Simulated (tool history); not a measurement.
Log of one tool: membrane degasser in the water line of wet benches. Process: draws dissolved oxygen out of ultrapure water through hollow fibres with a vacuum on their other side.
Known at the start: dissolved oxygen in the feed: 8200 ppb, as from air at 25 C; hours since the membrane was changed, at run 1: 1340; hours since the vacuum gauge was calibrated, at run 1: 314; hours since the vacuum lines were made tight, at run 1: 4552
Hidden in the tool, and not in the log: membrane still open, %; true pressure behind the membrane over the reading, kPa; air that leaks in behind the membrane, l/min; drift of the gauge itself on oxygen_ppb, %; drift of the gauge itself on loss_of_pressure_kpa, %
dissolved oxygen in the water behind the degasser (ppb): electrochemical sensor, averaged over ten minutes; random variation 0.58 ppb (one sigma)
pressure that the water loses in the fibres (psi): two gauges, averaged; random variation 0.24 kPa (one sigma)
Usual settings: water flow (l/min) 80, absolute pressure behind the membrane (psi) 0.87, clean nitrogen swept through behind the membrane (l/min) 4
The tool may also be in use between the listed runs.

run    hour  water flow (l/min)  absolute pressure behind the membrane (psi)  clean nitrogen swept through behind the membrane (l/min)  hours since the membrane was changed  hours since the vacuum gauge was calibrated  hours since the vacuum lines were made tight  dissolved oxygen in the water behind the degasser (ppb)  pressure that the water loses in the fibres (psi)
  1       0                  80                                         0.87                                                         4                                  1340                                          314                                          4552                                                      129                                              9.055
  2    61.8                  88                                         0.87                                                         4                                  1402                                          375                                          4613                                                    141.4                                              9.902
  3   162.3                  88                                         0.87                                                         4                                  1502                                          476                                          4714                                                    142.2                                              9.873
  4   210.5                  80                                        0.753                                                         4                                  1550                                          524                                          4762                                                     93.9                                              9.008
  5     271                  82                                         0.87                                                         4                                  1611                                          585                                          4823                                                    132.4                                              9.236
  6   369.6                  82                                         0.87                                                      6.18                                  1709                                          683                                          4921                                                     92.5                                              9.181
  7   445.9                  80                                         0.87                                                     10.38                                  1786                                          759                                          4997                                                     57.4                                              8.882
  8   503.8                  80                                        0.988                                                         4                                  1844                                          817                                          5055                                                    166.8                                              8.978
  9   562.1                  80                                        0.754                                                         4                                  1902                                          876                                          5114                                                     94.9                                              9.004
 10   653.5                  80                                        0.754                                                         4                                  1993                                          967                                          5205                                                     95.3                                              8.981
 11   718.4                  80                                        1.046                                                         4                                  2058                                         1032                                          5270                                                    183.8                                              8.973
 12   821.8                  80                                        1.046                                                         4                                  2162                                         1135                                          5373                                                    184.9                                              8.998
 13   917.5                 105                                        0.753                                                      6.27                                  2257                                         1231                                          5469                                                     89.9                                             11.818
      979.9  -- gauge calibrated
 14  1027.7                 105                                        0.753                                                      2.65                                  2367                                         1341                                          5579                                                    168.5                                             11.816
 15  1124.1                  49                                        0.721                                                         4                                  2464                                         1438                                          5676                                                     51.1                                              5.523
 16  1192.5                  49                                        0.721                                                         4                                  2532                                         1506                                          5744                                                     51.6                                              5.475
 17  1245.8                 123                                        0.721                                                      5.97                                  2586                                         1559                                          5797                                                    101.8                                             13.844
 18  1337.1                 123                                        0.721                                                      5.97                                  2677                                         1651                                          5889                                                    102.1                                             13.708
 19    1436                  70                                         0.87                                                         4                                  2776                                         1750                                          5988                                                    114.2                                              7.916
 20  1500.4                  50                                        0.893                                                      6.15                                  2840                                         1814                                          6052                                                     59.1                                              5.652
 21    1607                  50                                        0.893                                                      6.15                                  2947                                         1921                                          6159                                                       59                                              5.638
 22    1664                  61                                          1.9                                                         4                                  3004                                         1978                                          6216                                                    341.2                                              6.898
 23  1771.4                  61                                          1.9                                                         4                                  3111                                         2085                                          6323                                                    342.6                                              6.865

Forecast each of these 4 alternatives for the next run:
  A  1829.7                  61                                        1.548                                                       2.3                                  3169                                         2143                                          6381                                                        ?                                                  ?
  B  1829.7                  69                                        1.636                                                      1.61                                  3169                                         2143                                          6381                                                        ?                                                  ?
  C  1829.7                  61                                        0.711                                                      6.71                                  3169                                         2143                                          6381                                                        ?                                                  ?
  D  1829.7                 126                                        1.041                                                      2.16                                  3169                                         2143                                          6381                                                        ?                                                  ?

run  dissolved oxygen in the water behind the degasser (ppb)  pressure that the water loses in the fibres (psi)
  A                                                    415.3                                              6.857
  B                                                    656.5                                              7.665
  C                                                     39.6                                              6.804
  D                                                    440.4                                             14.196
Without the tool's hidden state the same runs would have given:
run  dissolved oxygen in the water behind the degasser (ppb)  pressure that the water loses in the fibres (psi)
  A                                                    405.2                                              6.856
  B                                                    640.7                                              7.664
  C                                                     38.6                                              6.802
  D                                                    429.7                                             14.192

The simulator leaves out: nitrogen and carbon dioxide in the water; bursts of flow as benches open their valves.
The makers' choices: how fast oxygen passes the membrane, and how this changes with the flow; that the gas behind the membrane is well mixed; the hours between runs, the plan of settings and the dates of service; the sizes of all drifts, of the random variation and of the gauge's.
